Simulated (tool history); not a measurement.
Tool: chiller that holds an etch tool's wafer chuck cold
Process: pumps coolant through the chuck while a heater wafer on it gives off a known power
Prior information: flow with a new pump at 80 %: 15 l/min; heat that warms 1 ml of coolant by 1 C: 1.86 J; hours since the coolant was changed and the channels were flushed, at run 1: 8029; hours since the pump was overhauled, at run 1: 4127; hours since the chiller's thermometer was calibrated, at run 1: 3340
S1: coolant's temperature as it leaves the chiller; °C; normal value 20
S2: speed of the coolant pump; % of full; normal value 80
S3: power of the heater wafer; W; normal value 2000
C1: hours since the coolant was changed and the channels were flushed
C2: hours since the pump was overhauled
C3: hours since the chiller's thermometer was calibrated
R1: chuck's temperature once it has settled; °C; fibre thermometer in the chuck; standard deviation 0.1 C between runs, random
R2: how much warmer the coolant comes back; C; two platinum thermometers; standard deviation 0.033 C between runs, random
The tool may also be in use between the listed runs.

run    hour  S1  S2    S3    C1    C2    C3    R1    R2
  1     0.0  20  80  2000  8029  4127  3340  44.7  4.61
  2   171.5  20  80  2000  8200  4298  3512  44.8  4.56
  3   346.6  20  80  2000  8376  4473  3687  45.0  4.64
      483.3  -- coolant changed, channels flushed
  4   514.9  20  80  2000    32  4635  3849  41.3  4.58
  5   646.9  20  80  2000   164  4767  3981  41.3  4.60
  6   754.3  20  80  2000   271  4875  4089  41.6  4.66
  7   864.9  20  80  2000   382  4985  4199  41.7  4.69
  8  1005.4  20  80  2000   522  5126  4340  41.7  4.67
     1037.2  -- chiller's thermometer calibrated
  9  1111.5  20  80  2000   627  5231    74  41.2  4.67
 10  1255.1  20  80  2000   771  5375   218  41.3  4.70
 11  1368.4  20  80  2000   884  5488   331  41.6  4.70
 12  1504.3  20  80  2000  1020  5624   467  41.6  4.73
 13  1588.8  20  85  2000  1105  5708   552  40.6  4.44
 14  1680.7  20  81  2000  1196  5800   644  41.4  4.62
 15  1787.6  20  81  2000  1303  5907   750  41.5  4.68
 16  1873.9  20  80  1735  1390  5993   837  39.0  4.12
 17  2005.2  20  80  1735  1521  6125   968  39.1  4.12
 18  2093.8  20  80  1735  1610  6213  1057  39.0  4.11
 19  2271.5  20  80  1735  1787  6391  1234  39.2  4.17
 20  2382.2  12  86  1136  1898  6502  1345  24.0  2.51
 21  2523.9  10  86  1890  2040  6643  1487  30.1  4.28
 22  2649.1  30  73  1259  2165  6769  1612  45.2  3.33
 23  2732.9  30  73  1259  2249  6852  1696  45.2  3.33
 24  2855.4  30  73  1259  2371  6975  1818  45.3  3.34
 25  2968.1  30  73  1259  2484  7088  1931  45.3  3.39
 26  3050.4  20  80  1681  2566  7170  2013  39.0  4.08
 27  3137.6  10  94  1105  2653  7257  2100  21.1  2.26
 28  3215.4  10  94  1105  2731  7335  2178  21.5  2.23
 29  3397.6  29  94  1925  2913  7517  2360  48.6  3.97
 30  3480.8  20  80  2000  2997  7600  2444  43.0  4.86
 31  3640.6  20  65  1192  3156  7760  2603  36.5  3.66

Below, some changes in R1 between adjacent runs. For each, the amount present without the hidden state too (settings, incoming material, random variation) and the amount remaining for the hidden state with gauge scatter not shared by both compared results:
What the log doesn't record here: heat passed by the chuck's channels, % of clean ones'; flow at a given pump speed, % of a new pump's; coolant's true temperature over the reading, C; drift of the gauge itself on chuck_c, C; drift of the gauge itself on warmer_back_c, C.
Run 3 -> 4: coolant changed, channels flushed. R1 -3.7 °C: hidden state -3.6, all else -0.1.
Run 19 -> 20: S1 20 -> 12, S2 80 -> 86, S3 1735 -> 1136. R1 -15.2 °C: hidden state -0.7, all else -14.5.
Run 20 -> 21: S1 12 -> 10, S3 1136 -> 1890. R1 +6.1 °C: hidden state +0.9, all else +5.2.
Run 26 -> 27: S1 20 -> 10, S2 80 -> 94, S3 1681 -> 1105. R1 -17.9 °C: hidden state -0.9, all else -17.0.
Run 28 -> 29: S1 10 -> 29, S3 1105 -> 1925. R1 +27.1 °C: hidden state +1.2, all else +25.9.
